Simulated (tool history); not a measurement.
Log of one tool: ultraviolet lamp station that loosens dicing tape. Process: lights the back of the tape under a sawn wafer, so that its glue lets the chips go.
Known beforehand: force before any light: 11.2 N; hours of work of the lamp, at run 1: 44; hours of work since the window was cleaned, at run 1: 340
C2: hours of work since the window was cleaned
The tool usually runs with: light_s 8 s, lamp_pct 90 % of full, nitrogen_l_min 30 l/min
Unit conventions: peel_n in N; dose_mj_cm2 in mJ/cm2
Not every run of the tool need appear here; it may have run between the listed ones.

{"run": 1, "hour": 0.0, "light_s": 8, "lamp_pct": 90, "nitrogen_l_min": 30, "hours of work of the lamp": 44, "C2": 340, "peel_n": 0.384, "dose_mj_cm2": 555}
{"hour": 14.3, "done": "window cleaned of glue's vapour"}
{"run": 2, "hour": 24.7, "light_s": 8, "lamp_pct": 90, "nitrogen_l_min": 30, "hours of work of the lamp": 56, "C2": 5, "peel_n": 0.411, "dose_mj_cm2": 541}
{"run": 3, "hour": 70.5, "light_s": 8, "lamp_pct": 90, "nitrogen_l_min": 30, "hours of work of the lamp": 79, "C2": 28, "peel_n": 0.411, "dose_mj_cm2": 537}
{"run": 4, "hour": 91.5, "light_s": 8, "lamp_pct": 90, "nitrogen_l_min": 30, "hours of work of the lamp": 89, "C2": 38, "peel_n": 0.438, "dose_mj_cm2": 526}
{"run": 5, "hour": 132.6, "light_s": 8, "lamp_pct": 90, "nitrogen_l_min": 30, "hours of work of the lamp": 109, "C2": 58, "peel_n": 0.468, "dose_mj_cm2": 522}
{"hour": 139.6, "done": "window cleaned of glue's vapour, once more"}
{"run": 6, "hour": 160.9, "light_s": 8, "lamp_pct": 90, "nitrogen_l_min": 26, "hours of work of the lamp": 123, "C2": 10, "peel_n": 0.389, "dose_mj_cm2": 589}
{"run": 7, "hour": 191.3, "light_s": 8, "lamp_pct": 75, "nitrogen_l_min": 30, "hours of work of the lamp": 138, "C2": 25, "peel_n": 0.567, "dose_mj_cm2": 487}
{"run": 8, "hour": 213.7, "light_s": 4, "lamp_pct": 92, "nitrogen_l_min": 30, "hours of work of the lamp": 149, "C2": 36, "peel_n": 1.676, "dose_mj_cm2": 294}
{"run": 9, "hour": 242.4, "light_s": 4, "lamp_pct": 61, "nitrogen_l_min": 58, "hours of work of the lamp": 163, "C2": 51, "peel_n": 2.318, "dose_mj_cm2": 192}
{"run": 10, "hour": 278.3, "light_s": 7, "lamp_pct": 61, "nitrogen_l_min": 30, "hours of work of the lamp": 181, "C2": 68, "peel_n": 1.3, "dose_mj_cm2": 331}
{"run": 11, "hour": 309.2, "light_s": 8, "lamp_pct": 90, "nitrogen_l_min": 57, "hours of work of the lamp": 196, "C2": 83, "peel_n": 0.219, "dose_mj_cm2": 563}
{"run": 12, "hour": 356.3, "light_s": 8, "lamp_pct": 90, "nitrogen_l_min": 57, "hours of work of the lamp": 219, "C2": 107, "peel_n": 0.229, "dose_mj_cm2": 544}
{"run": 13, "hour": 391.4, "light_s": 8, "lamp_pct": 90, "nitrogen_l_min": 57, "hours of work of the lamp": 236, "C2": 124, "peel_n": 0.237, "dose_mj_cm2": 543}

Pick out some run-to-run changes in peel_n. Of each, how much would a tool without hidden state show as well, from the settings, what came in and chance, and how much is left for the hidden state and any gauge scatter not in both results compared?
Hidden state at play: lamp's light, % of a new lamp's; light that the window lets through, % of a clean one's; drift of the gauge itself on peel_n, %; drift of the gauge itself on dose_mj_cm2, %.
Run 7 -> 8: light_s 8 -> 4, lamp_pct 75 -> 92. peel_n +1.109 N: hidden state +0.146, all else +0.963.
Run 10 -> 11: light_s 7 -> 8, lamp_pct 61 -> 90, nitrogen_l_min 30 -> 57. peel_n -1.081 N: hidden state -0.216, all else -0.865.
